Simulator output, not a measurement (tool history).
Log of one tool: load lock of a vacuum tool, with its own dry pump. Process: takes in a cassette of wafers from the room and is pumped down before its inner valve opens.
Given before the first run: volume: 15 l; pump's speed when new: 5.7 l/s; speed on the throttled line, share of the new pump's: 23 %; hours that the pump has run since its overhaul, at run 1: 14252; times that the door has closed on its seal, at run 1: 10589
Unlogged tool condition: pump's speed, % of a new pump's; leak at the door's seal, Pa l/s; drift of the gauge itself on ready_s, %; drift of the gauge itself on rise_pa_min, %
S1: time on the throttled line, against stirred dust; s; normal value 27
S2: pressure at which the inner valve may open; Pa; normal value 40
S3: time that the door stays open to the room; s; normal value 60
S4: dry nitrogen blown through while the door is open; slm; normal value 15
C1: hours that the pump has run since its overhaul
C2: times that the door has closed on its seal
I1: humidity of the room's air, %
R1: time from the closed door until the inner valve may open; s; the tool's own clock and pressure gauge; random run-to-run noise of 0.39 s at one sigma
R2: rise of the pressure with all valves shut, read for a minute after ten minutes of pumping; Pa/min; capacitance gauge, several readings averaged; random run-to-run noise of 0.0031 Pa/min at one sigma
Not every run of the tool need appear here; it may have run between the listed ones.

{"run": 1, "hour": 0.0, "S1": 27, "S2": 40, "S3": 60, "S4": 15, "C1": 14252, "C2": 10589, "I1": 47.6, "R1": 41.3, "R2": 0.068}
{"run": 2, "hour": 322.9, "S1": 27, "S2": 40, "S3": 60, "S4": 15, "C1": 14575, "C2": 10981, "I1": 43.8, "R1": 41.4, "R2": 0.059}
{"run": 3, "hour": 824.4, "S1": 27, "S2": 40, "S3": 60, "S4": 15, "C1": 15076, "C2": 11591, "I1": 42.6, "R1": 41.5, "R2": 0.057}
{"run": 4, "hour": 1462.3, "S1": 27, "S2": 40, "S3": 60, "S4": 15, "C1": 15714, "C2": 12366, "I1": 42.4, "R1": 41.7, "R2": 0.057}
{"run": 5, "hour": 1935.4, "S1": 27, "S2": 40, "S3": 60, "S4": 35, "C1": 16187, "C2": 12941, "I1": 47.7, "R1": 41.2, "R2": 0.043}
{"hour": 2235.1, "done": "dry pump taken out, an overhauled one fitted"}
{"run": 6, "hour": 2623.3, "S1": 27, "S2": 40, "S3": 60, "S4": 15, "C1": 388, "C2": 13770, "I1": 43.9, "R1": 41.1, "R2": 0.056}
{"run": 7, "hour": 2906.7, "S1": 27, "S2": 40, "S3": 60, "S4": 15, "C1": 672, "C2": 14115, "I1": 48, "R1": 41.1, "R2": 0.067}
{"run": 8, "hour": 3200.6, "S1": 27, "S2": 40, "S3": 60, "S4": 15, "C1": 965, "C2": 14472, "I1": 47.2, "R1": 41.7, "R2": 0.063}
{"run": 9, "hour": 3678.9, "S1": 27, "S2": 40, "S3": 60, "S4": 15, "C1": 1444, "C2": 15053, "I1": 43.7, "R1": 41.5, "R2": 0.061}
{"run": 10, "hour": 4083.6, "S1": 27, "S2": 40, "S3": 60, "S4": 15, "C1": 1848, "C2": 15545, "I1": 45.3, "R1": 41.2, "R2": 0.065}
{"run": 11, "hour": 4568.9, "S1": 27, "S2": 40, "S3": 60, "S4": 15, "C1": 2334, "C2": 16135, "I1": 47.6, "R1": 41.6, "R2": 0.065}
{"run": 12, "hour": 5048.8, "S1": 27, "S2": 40, "S3": 60, "S4": 15, "C1": 2814, "C2": 16718, "I1": 44.1, "R1": 41.7, "R2": 0.061}
{"run": 13, "hour": 5724.3, "S1": 27, "S2": 40, "S3": 60, "S4": 15, "C1": 3489, "C2": 17539, "I1": 43.6, "R1": 41.3, "R2": 0.058}
{"run": 14, "hour": 6352.8, "S1": 27, "S2": 40, "S3": 83, "S4": 15, "C1": 4118, "C2": 18303, "I1": 42.9, "R1": 41.8, "R2": 0.067}
{"run": 15, "hour": 6949.1, "S1": 27, "S2": 40, "S3": 83, "S4": 15, "C1": 4714, "C2": 19028, "I1": 42.7, "R1": 41.7, "R2": 0.062}
{"run": 16, "hour": 7380.0, "S1": 27, "S2": 40, "S3": 60, "S4": 15, "C1": 5145, "C2": 19552, "I1": 43.6, "R1": 42.3, "R2": 0.064}
{"run": 17, "hour": 7857.9, "S1": 27, "S2": 40, "S3": 60, "S4": 31, "C1": 5623, "C2": 20133, "I1": 45.3, "R1": 41.6, "R2": 0.043}
{"run": 18, "hour": 8371.8, "S1": 27, "S2": 40, "S3": 60, "S4": 31, "C1": 6137, "C2": 20757, "I1": 45.7, "R1": 41.7, "R2": 0.044}
{"run": 19, "hour": 8743.8, "S1": 26, "S2": 40, "S3": 60, "S4": 15, "C1": 6509, "C2": 21209, "I1": 46.3, "R1": 41.1, "R2": 0.072}
{"run": 20, "hour": 9107.8, "S1": 26, "S2": 40, "S3": 140, "S4": 15, "C1": 6873, "C2": 21652, "I1": 43, "R1": 40.9, "R2": 0.079}
{"run": 21, "hour": 9616.8, "S1": 27, "S2": 71, "S3": 60, "S4": 11, "C1": 7382, "C2": 22270, "I1": 48.2, "R1": 40.3, "R2": 0.075}
{"run": 22, "hour": 9970.1, "S1": 27, "S2": 71, "S3": 60, "S4": 11, "C1": 7735, "C2": 22700, "I1": 46.9, "R1": 39.9, "R2": 0.068}
{"run": 23, "hour": 10298.4, "S1": 27, "S2": 71, "S3": 60, "S4": 11, "C1": 8063, "C2": 23099, "I1": 44.5, "R1": 39.8, "R2": 0.07}
{"run": 24, "hour": 10971.8, "S1": 27, "S2": 41, "S3": 151, "S4": 27, "C1": 8737, "C2": 23917, "I1": 47.1, "R1": 41.5, "R2": 0.062}
{"run": 25, "hour": 11545.2, "S1": 49, "S2": 52, "S3": 100, "S4": 33, "C1": 9310, "C2": 24614, "I1": 48.1, "R1": 57.4, "R2": 0.046}
{"run": 26, "hour": 11860.9, "S1": 19, "S2": 52, "S3": 28, "S4": 17, "C1": 9626, "C2": 24998, "I1": 44.9, "R1": 33.9, "R2": 0.044}
{"run": 27, "hour": 12443.8, "S1": 16, "S2": 52, "S3": 93, "S4": 4, "C1": 10209, "C2": 25706, "I1": 43.1, "R1": 32.6, "R2": 0.106}
{"run": 28, "hour": 12946.3, "S1": 22, "S2": 52, "S3": 98, "S4": 4, "C1": 10711, "C2": 26317, "I1": 48.6, "R1": 36.8, "R2": 0.118}
{"run": 29, "hour": 13355.9, "S1": 32, "S2": 37, "S3": 59, "S4": 20, "C1": 11121, "C2": 26815, "I1": 43.9, "R1": 45.6, "R2": 0.053}
{"run": 30, "hour": 13883.5, "S1": 32, "S2": 37, "S3": 59, "S4": 5, "C1": 11648, "C2": 27456, "I1": 41.3, "R1": 45.4, "R2": 0.08}
{"run": 31, "hour": 14533.3, "S1": 22, "S2": 70, "S3": 104, "S4": 20, "C1": 12298, "C2": 28246, "I1": 45.3, "R1": 36.2, "R2": 0.064}
{"run": 32, "hour": 14966.3, "S1": 22, "S2": 70, "S3": 82, "S4": 20, "C1": 12731, "C2": 28772, "I1": 45.5, "R1": 35.9, "R2": 0.061}
{"run": 33, "hour": 15319.4, "S1": 22, "S2": 70, "S3": 39, "S4": 20, "C1": 13084, "C2": 29202, "I1": 45.9, "R1": 36, "R2": 0.047}
{"run": 34, "hour": 15660.6, "S1": 22, "S2": 70, "S3": 39, "S4": 20, "C1": 13425, "C2": 29616, "I1": 46.6, "R1": 36.5, "R2": 0.049}
{"run": 35, "hour": 16223.4, "S1": 27, "S2": 42, "S3": 43, "S4": 15, "C1": 13988, "C2": 30300, "I1": 42.3, "R1": 42, "R2": 0.052}
{"run": 36, "hour": 16573.8, "S1": 20, "S2": 40, "S3": 199, "S4": 25, "C1": 14339, "C2": 30726, "I1": 40.8, "R1": 35.8, "R2": 0.063}
{"run": 37, "hour": 17230.3, "S1": 23, "S2": 38, "S3": 179, "S4": 28, "C1": 14995, "C2": 31524, "I1": 48.7, "R1": 39.2, "R2": 0.073}
{"run": 38, "hour": 17815.3, "S1": 23, "S2": 46, "S3": 179, "S4": 6, "C1": 15580, "C2": 32235, "I1": 45.8, "R1": 38.2, "R2": 0.124}

Forecast each of these 3 alternatives for the next run:
{"run": "A", "hour": 18155.6, "S1": 14, "S2": 40, "S3": 102, "S4": 15, "C1": 15920, "C2": 32649, "I1": 42.7, "R1": "?", "R2": "?"}
{"run": "B", "hour": 18155.6, "S1": 27, "S2": 39, "S3": 49, "S4": 7, "C1": 15920, "C2": 32649, "I1": 45.6, "R1": "?", "R2": "?"}
{"run": "C", "hour": 18155.6, "S1": 43, "S2": 54, "S3": 179, "S4": 6, "C1": 15920, "C2": 32649, "I1": 42.6, "R1": "?", "R2": "?"}

run=A R1=31.9 R2=0.072
run=B R1=42 R2=0.084
run=C R1=53.5 R2=0.11
The same runs, with their run-to-run variation unchanged, on a tool lacking any hidden condition would have given:
run=A R1=31.9 R2=0.072
run=B R1=42 R2=0.083
run=C R1=53.5 R2=0.109

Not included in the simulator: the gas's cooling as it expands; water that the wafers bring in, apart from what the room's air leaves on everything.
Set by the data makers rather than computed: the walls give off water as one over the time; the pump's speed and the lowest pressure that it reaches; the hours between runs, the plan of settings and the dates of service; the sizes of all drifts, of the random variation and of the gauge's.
